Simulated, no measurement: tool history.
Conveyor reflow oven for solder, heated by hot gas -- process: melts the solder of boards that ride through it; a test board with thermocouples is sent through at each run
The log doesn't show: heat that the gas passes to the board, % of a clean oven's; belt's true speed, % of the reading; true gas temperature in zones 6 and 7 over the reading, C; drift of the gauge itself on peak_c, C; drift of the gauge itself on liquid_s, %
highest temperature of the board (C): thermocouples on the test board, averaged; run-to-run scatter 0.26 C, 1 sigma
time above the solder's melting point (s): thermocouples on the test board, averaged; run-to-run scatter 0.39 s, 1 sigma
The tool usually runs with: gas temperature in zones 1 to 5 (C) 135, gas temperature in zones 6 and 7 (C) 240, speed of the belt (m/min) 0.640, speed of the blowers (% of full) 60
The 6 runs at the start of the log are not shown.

run	hour	gas temperature in zones 1 to 5 (C)	gas temperature in zones 6 and 7 (C)	speed of the belt (m/min)	speed of the blowers (% of full)	hours of work since the flux was cleaned out	hours of work since the belt drive was overhauled	hours of work since the thermocouples were changed	highest temperature of the board (C)	time above the solder's melting point (s)
# hour 46.0: flux residue cleaned out of gas plates and filters
7	47.3	140	240	0.640	60	1	120	803	222.7	61.3
8	55.3	135	240	0.640	60	5	124	806	221.8	58.2
9	61.9	135	240	0.640	60	8	127	810	221.4	58.0
10	69.0	135	240	0.640	60	11	131	813	222.0	58.3
11	74.8	135	240	0.640	60	14	134	816	221.3	58.1
12	80.2	135	240	0.640	60	17	136	819	221.6	58.2
13	88.8	135	238	0.640	60	21	141	823	219.9	57.2
14	97.7	135	238	0.640	60	25	145	827	220.0	57.1
15	105.0	135	240	0.640	60	29	149	831	221.6	58.3
16	112.7	147	240	0.640	81	33	152	834	227.8	65.9
17	119.7	147	240	0.640	62	36	156	838	224.5	63.9
18	124.1	130	249	0.640	56	38	158	840	228.2	60.1
19	133.0	130	234	0.760	56	43	162	844	207.7	36.5
20	137.6	130	234	0.760	56	45	164	847	207.6	36.1
21	146.8	135	249	0.658	60	49	169	851	228.4	61.7
22	155.6	135	230	0.690	50	54	173	855	207.6	41.6
23	160.9	130	228	0.558	57	56	176	858	213.9	58.8
24	165.3	148	247	0.602	65	58	178	860	232.9	74.8
25	173.5	138	247	0.602	65	62	182	864	231.6	70.0
26	181.5	138	247	0.602	65	66	186	868	232.1	69.4
27	189.0	138	247	0.602	65	70	190	872	231.3	69.6
28	194.9	138	253	0.720	73	73	192	875	232.1	58.0
29	203.7	138	248	0.720	80	77	197	879	229.0	56.9
30	208.9	138	248	0.720	80	80	199	881	228.9	56.9

Forecast each of these 3 alternatives for the next run:
A	217.5	137	248	0.720	80	84	203	886	?	?
B	217.5	135	240	0.516	60	84	203	886	?	?
C	217.5	125	233	0.720	80	84	203	886	?	?

run	highest temperature of the board (C)	time above the solder's melting point (s)
A	229.1	56.6
B	228.9	79.4
C	213.4	42.9
With no hidden state in the tool, these same runs would have given:
run	highest temperature of the board (C)	time above the solder's melting point (s)
A	229.0	56.5
B	228.7	79.2
C	213.3	42.8
